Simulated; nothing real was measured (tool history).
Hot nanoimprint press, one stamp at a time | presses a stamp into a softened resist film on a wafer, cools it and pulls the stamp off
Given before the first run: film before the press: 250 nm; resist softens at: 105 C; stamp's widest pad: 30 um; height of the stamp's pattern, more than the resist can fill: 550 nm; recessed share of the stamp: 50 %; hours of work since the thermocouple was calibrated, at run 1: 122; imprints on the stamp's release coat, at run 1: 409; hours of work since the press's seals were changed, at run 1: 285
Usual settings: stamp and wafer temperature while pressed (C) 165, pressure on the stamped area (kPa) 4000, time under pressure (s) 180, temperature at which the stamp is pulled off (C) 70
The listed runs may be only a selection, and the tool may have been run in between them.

run	hour	stamp and wafer temperature while pressed (C)	pressure on the stamped area (kPa)	time under pressure (s)	temperature at which the stamp is pulled off (C)	hours of work since the thermocouple was calibrated	imprints on the stamp's release coat	hours of work since the press's seals were changed	resist left under the stamp's widest pad (angstrom)	greatest force while the stamp is pulled off (N)
1	0.0	165	4000	180	70	122	409	285	983	89
2	20.1	165	4000	180	70	133	458	296	976	95
3	45.0	161	4000	180	70	146	518	309	1230	96
4	58.2	161	4000	180	70	154	550	316	1221	94
5	74.4	161	4000	180	70	162	590	325	1216	91
6	94.6	161	4000	180	70	173	638	336	1209	98
7	111.4	165	4000	180	60	182	679	345	981	103
8	122.4	165	2410	180	70	188	706	351	1241	98
9	137.5	165	2410	180	70	196	742	359	1233	94
10	161.5	165	2410	180	70	209	800	372	1236	94
11	173.5	165	4000	180	70	216	830	378	984	95
12	192.0	165	4000	184	70	226	874	388	972	93
13	202.5	165	3300	180	70	231	900	394	1079	95
14	222.4	165	3300	180	70	242	948	404	1077	94
15	232.6	165	3650	180	70	247	973	410	1037	96
16	243.7	159	3650	325	75	253	1000	416	1134	91
17	261.4	165	4890	160	68	263	1042	425	946	95
18	276.8	165	4890	160	68	271	1080	434	939	95
# hour 300.0: stamp cleaned and given a new release coat
19	300.2	170	4000	180	73	281	1	443	755	88
20	320.1	175	4000	180	63	291	49	454	584	100
21	337.5	175	4000	180	63	301	91	463	587	102
22	357.5	155	3300	250	77	311	140	474	1594	91
23	376.3	165	4000	304	70	322	185	484	788	96
24	400.0	165	4000	304	70	334	243	497	794	99
25	419.4	165	4000	304	70	345	290	507	800	92
26	432.6	165	3390	217	66	352	322	514	981	100
27	447.5	165	3840	152	70	360	358	522	1075	96
# hour 458.6: plate thermocouple calibrated
28	468.7	165	3840	152	70	5	402	532	1071	92
29	489.0	171	4000	180	60	16	451	543	726	106
30	507.6	171	4000	180	60	26	496	553	719	108

Here are 4 independent what-if runs from the current tool condition. What would each one return?
A	522.8	165	3500	249	70	35	533	561	?	?
B	522.8	171	3340	345	59	35	533	561	?	?
C	522.8	173	4000	180	62	35	533	561	?	?
D	522.8	171	3640	180	60	35	533	561	?	?

run	resist left under the stamp's widest pad (angstrom)	greatest force while the stamp is pulled off (N)
A	929	91
B	607	110
C	654	104
D	753	108
Without the tool's hidden state the same runs would have given:
run	resist left under the stamp's widest pad (angstrom)	greatest force while the stamp is pulled off (N)
A	929	90
B	607	109
C	654	103
D	753	108
